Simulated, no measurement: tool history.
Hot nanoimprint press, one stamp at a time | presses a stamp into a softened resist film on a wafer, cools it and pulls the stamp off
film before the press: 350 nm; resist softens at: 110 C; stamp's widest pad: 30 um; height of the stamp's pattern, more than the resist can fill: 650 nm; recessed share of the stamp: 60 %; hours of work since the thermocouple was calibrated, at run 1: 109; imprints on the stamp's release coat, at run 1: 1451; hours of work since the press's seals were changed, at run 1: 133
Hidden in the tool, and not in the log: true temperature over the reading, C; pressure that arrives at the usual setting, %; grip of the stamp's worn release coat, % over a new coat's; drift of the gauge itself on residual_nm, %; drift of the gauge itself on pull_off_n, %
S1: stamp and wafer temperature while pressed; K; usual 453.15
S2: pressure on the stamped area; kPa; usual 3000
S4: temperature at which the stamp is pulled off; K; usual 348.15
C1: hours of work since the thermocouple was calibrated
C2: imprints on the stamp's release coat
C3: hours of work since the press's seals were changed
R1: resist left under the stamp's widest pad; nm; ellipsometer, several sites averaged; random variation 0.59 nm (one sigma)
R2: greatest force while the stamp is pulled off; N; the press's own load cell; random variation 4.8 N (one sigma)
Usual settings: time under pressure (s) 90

Run 1, hour 0: usual settings; C1 109; C2 1451; C3 133. Result: R1 148.9 nm, R2 314 N.
Run 2, hour 31.2: usual settings but S2 3530 kPa; C1 132; C2 1542; C3 156. Result: R1 137.7 nm, R2 318 N.
Run 3, hour 45.4: usual settings but S2 3310 kPa; C1 142; C2 1583; C3 166. Result: R1 142.8 nm, R2 317 N.
Run 4, hour 73.1: usual settings but S2 3310 kPa; C1 162; C2 1664; C3 186. Result: R1 142.7 nm, R2 327 N.
Run 5, hour 101.9: usual settings but S2 3310 kPa; C1 183; C2 1747; C3 207. Result: R1 145.1 nm, R2 318 N.
Run 6, hour 126.6: usual settings but S2 3310 kPa; C1 201; C2 1819; C3 225. Result: R1 143.8 nm, R2 333 N.
Run 7, hour 156.9: usual settings; C1 223; C2 1908; C3 247. Result: R1 154.4 nm, R2 353 N.
Run 8, hour 181.8: usual settings; C1 242; C2 1980; C3 266. Result: R1 153.4 nm, R2 362 N.
Run 9, hour 207.4: usual settings; C1 260; C2 2055; C3 284. Result: R1 154.1 nm, R2 340 N.
At hour 218: plate thermocouple calibrated.
Run 10, hour 234.8: usual settings; C1 12; C2 2126; C3 302. Result: R1 148.1 nm, R2 363 N.
Run 11, hour 259: usual settings; C1 30; C2 2196; C3 320. Result: R1 148.6 nm, R2 354 N.
At hour 282.2: stamp cleaned and given a new release coat.
Run 12, hour 294.4: usual settings; C1 51; C2 36; C3 341. Result: R1 149.7 nm, R2 236 N.
Run 13, hour 324.5: usual settings; C1 73; C2 124; C3 363. Result: R1 149.6 nm, R2 238 N.
Run 14, hour 358: usual settings; C1 98; C2 221; C3 388. Result: R1 150.4 nm, R2 250 N.
Run 15, hour 384.2: usual settings; C1 117; C2 297; C3 407. Result: R1 150.9 nm, R2 251 N.
Run 16, hour 407.8: usual settings; C1 134; C2 366; C3 424. Result: R1 150.7 nm, R2 246 N.
Run 17, hour 428.6: usual settings but S1 454.15 K, S2 2690 kPa; C1 149; C2 427; C3 439. Result: R1 155 nm, R2 247 N.
Run 18, hour 453.4: usual settings but S1 455.15 K, S2 2690 kPa, S4 339.15 K; C1 168; C2 499; C3 457. Result: R1 149.1 nm, R2 307 N.
Run 19, hour 478.7: usual settings but S1 461.15 K, S2 1810 kPa, time under pressure (s) 72, S4 339.15 K; C1 186; C2 573; C3 476. Result: R1 160.8 nm, R2 314 N.
Run 20, hour 508.7: usual settings but S1 444.15 K, S2 2170 kPa; C1 208; C2 660; C3 498. Result: R1 242.7 nm, R2 269 N.
Run 21, hour 528.8: usual settings but S1 464.15 K, time under pressure (s) 56; C1 223; C2 719; C3 512. Result: R1 120.8 nm, R2 278 N.
Run 22, hour 550.4: usual settings but S1 464.15 K, time under pressure (s) 56; C1 238; C2 781; C3 528. Result: R1 120.5 nm, R2 271 N.

Forecast run 23:
Run 23, hour 575.6: usual settings but S1 464.15 K, time under pressure (s) 56; C1 257; C2 855; C3 547. Result: R1 ?, R2 ?.

{"run 23": {"R1": 121.4, "R2": 282}}
Without the tool's hidden state the same run would have given R1 115.6 nm, R2 232 N.
